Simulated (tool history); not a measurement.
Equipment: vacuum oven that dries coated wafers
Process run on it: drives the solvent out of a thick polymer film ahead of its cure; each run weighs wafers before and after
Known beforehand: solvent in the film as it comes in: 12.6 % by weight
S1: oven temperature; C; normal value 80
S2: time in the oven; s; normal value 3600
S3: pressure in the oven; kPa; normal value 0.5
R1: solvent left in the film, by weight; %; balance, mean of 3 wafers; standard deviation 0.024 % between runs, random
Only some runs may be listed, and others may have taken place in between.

| run | hour | S1 | S2 | S3 | R1 |
|---|---|---|---|---|---|
| 1 | 0 | 80 | 3600 | 0.5 | 2.11 |
| 2 | 55 | 80 | 3600 | 0.5 | 2.16 |
| 3 | 102.3 | 80 | 3600 | 0.5 | 2.12 |
| 4 | 134.6 | 80 | 3600 | 0.5 | 2.12 |
| 5 | 187.7 | 80 | 4260 | 0.5 | 1.65 |
| 6 | 222.8 | 80 | 3600 | 0.5 | 2.09 |
| 7 | 274 | 80 | 3600 | 0.5 | 2.1 |
|  | 308.5 | oven's thermocouples calibrated |
| 8 | 326.4 | 80 | 3600 | 0.5 | 2.25 |
| 9 | 363.7 | 80 | 3600 | 0.5 | 2.21 |
| 10 | 415.6 | 80 | 3600 | 1.661 | 3.15 |
| 11 | 472.1 | 80 | 3600 | 1.661 | 3.17 |
| 12 | 503.8 | 80 | 3600 | 1.661 | 3.17 |
| 13 | 543.6 | 73 | 3600 | 1.661 | 5.21 |
| 14 | 569.4 | 70 | 3600 | 0.5 | 5.11 |
| 15 | 612 | 80 | 3600 | 0.5 | 2.24 |
| 16 | 636.8 | 80 | 3780 | 0.5 | 2.09 |
| 17 | 678.9 | 80 | 2640 | 0.5 | 3.21 |
| 18 | 705.4 | 80 | 3600 | 0.645 | 2.39 |
| 19 | 730.1 | 80 | 3600 | 0.5 | 2.16 |
| 20 | 785.6 | 80 | 3600 | 0.5 | 2.26 |
| 21 | 826 | 80 | 3600 | 0.5 | 2.26 |
| 22 | 874.5 | 80 | 3600 | 0.5 | 2.25 |
| 23 | 920.9 | 80 | 3600 | 0.753 | 2.44 |
| 24 | 967 | 80 | 3600 | 0.753 | 2.48 |
| 25 | 1014.3 | 80 | 3600 | 0.753 | 2.39 |
| 26 | 1062.8 | 80 | 3600 | 0.753 | 2.49 |
| 27 | 1091.3 | 67 | 6000 | 1.994 | 5.97 |
| 28 | 1127.8 | 67 | 6000 | 1.994 | 6.05 |
| 29 | 1181.1 | 67 | 6000 | 1.994 | 5.97 |
| 30 | 1231.5 | 93 | 6000 | 1.836 | 1.19 |
| 31 | 1286.2 | 72 | 3600 | 0.439 | 4.44 |
| 32 | 1310.5 | 70 | 3600 | 0.5 | 5.13 |
| 33 | 1347.6 | 70 | 3600 | 0.5 | 5.12 |
| 34 | 1384 | 80 | 2400 | 0.5 | 3.54 |
| 35 | 1427.4 | 80 | 2580 | 0.602 | 3.34 |
| 36 | 1475.1 | 80 | 1860 | 1.895 | 5.32 |
| 37 | 1505.1 | 89 | 4080 | 0.5 | 0.68 |
| 38 | 1536.9 | 92 | 4020 | 0.935 | 0.81 |
| 39 | 1569.5 | 92 | 4020 | 1.059 | 0.86 |
| 40 | 1604.8 | 93 | 3060 | 0.692 | 0.74 |
| 41 | 1662.1 | 92 | 2760 | 0.518 | 0.77 |
|  | 1690.1 | oven's thermocouples calibrated |
| 42 | 1717.8 | 93 | 3300 | 0.626 | 0.81 |
| 43 | 1765.5 | 93 | 3300 | 0.626 | 0.78 |
| 44 | 1801.8 | 91 | 3180 | 0.253 | 0.74 |

What will run 45 give?
| 45 | 1855.9 | 83 | 3600 | 0.5 | ? |

Logged for run 45: R1 1.98 %.
Without the tool's hidden state the same run would have given R1 1.61 %.
